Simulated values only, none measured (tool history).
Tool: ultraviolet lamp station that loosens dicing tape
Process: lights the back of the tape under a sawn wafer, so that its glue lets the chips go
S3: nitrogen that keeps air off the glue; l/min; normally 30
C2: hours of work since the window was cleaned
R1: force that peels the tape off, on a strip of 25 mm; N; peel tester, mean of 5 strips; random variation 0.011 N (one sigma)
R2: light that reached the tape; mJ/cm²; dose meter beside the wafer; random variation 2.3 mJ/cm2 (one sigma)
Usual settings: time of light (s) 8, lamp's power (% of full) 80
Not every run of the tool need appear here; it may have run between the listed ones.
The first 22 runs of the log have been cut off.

Run 23, hour 414.5: usual settings but time of light (s) 10, lamp's power (% of full) 65, S3 34 l/min; hours of work of the lamp 437; C2 354. Result: R1 0.661 N, R2 189 mJ/cm².
Run 24, hour 429.7: usual settings but time of light (s) 10, lamp's power (% of full) 97, S3 17 l/min; hours of work of the lamp 444; C2 361. Result: R1 0.426 N, R2 289 mJ/cm².
At hour 444.7: window cleaned of glue's vapour.
Run 25, hour 453.6: usual settings but time of light (s) 11, S3 37 l/min; hours of work of the lamp 455; C2 4. Result: R1 0.345 N, R2 286 mJ/cm².
Run 26, hour 466.6: usual settings but time of light (s) 15, lamp's power (% of full) 76, S3 32 l/min; hours of work of the lamp 461; C2 10. Result: R1 0.284 N, R2 372 mJ/cm².
Run 27, hour 479.9: usual settings but time of light (s) 15, lamp's power (% of full) 76, S3 32 l/min; hours of work of the lamp 468; C2 17. Result: R1 0.270 N, R2 368 mJ/cm².
Run 28, hour 497.7: usual settings but time of light (s) 7, lamp's power (% of full) 62, S3 14 l/min; hours of work of the lamp 476; C2 25. Result: R1 1.418 N, R2 142 mJ/cm².
Run 29, hour 510.3: usual settings but time of light (s) 7, lamp's power (% of full) 62, S3 49 l/min; hours of work of the lamp 482; C2 31. Result: R1 0.984 N, R2 140 mJ/cm².
Run 30, hour 536.3: usual settings but time of light (s) 7, lamp's power (% of full) 62, S3 49 l/min; hours of work of the lamp 495; C2 44. Result: R1 1.006 N, R2 142 mJ/cm².

What if the next run were any one of these 5? Each begins from the tool's condition after run 30:
Run A, hour 549.9: usual settings but time of light (s) 11, lamp's power (% of full) 73, S3 12 l/min; hours of work of the lamp 501; C2 50. Result: R1 ?, R2 ?.
Run B, hour 549.9: usual settings but time of light (s) 7, lamp's power (% of full) 67, S3 10 l/min; hours of work of the lamp 501; C2 50. Result: R1 ?, R2 ?.
Run C, hour 549.9: usual settings but time of light (s) 7, lamp's power (% of full) 62, S3 49 l/min; hours of work of the lamp 501; C2 50. Result: R1 ?, R2 ?.
Run D, hour 549.9: usual settings but lamp's power (% of full) 97, S3 46 l/min; hours of work of the lamp 501; C2 50. Result: R1 ?, R2 ?.
Run E, hour 549.9: usual settings but time of light (s) 7, lamp's power (% of full) 62, S3 29 l/min; hours of work of the lamp 501; C2 50. Result: R1 ?, R2 ?.

run     R1   R2
  A  0.568  255
  B  1.468  149
  C  0.992  140
  D  0.405  244
  E  1.134  141
The same runs, with their run-to-run variation unchanged, on a tool lacking any hidden condition would have given:
run     R1   R2
  A  0.447  296
  B  1.185  173
  C  0.776  162
  D  0.334  284
  E  0.897  163
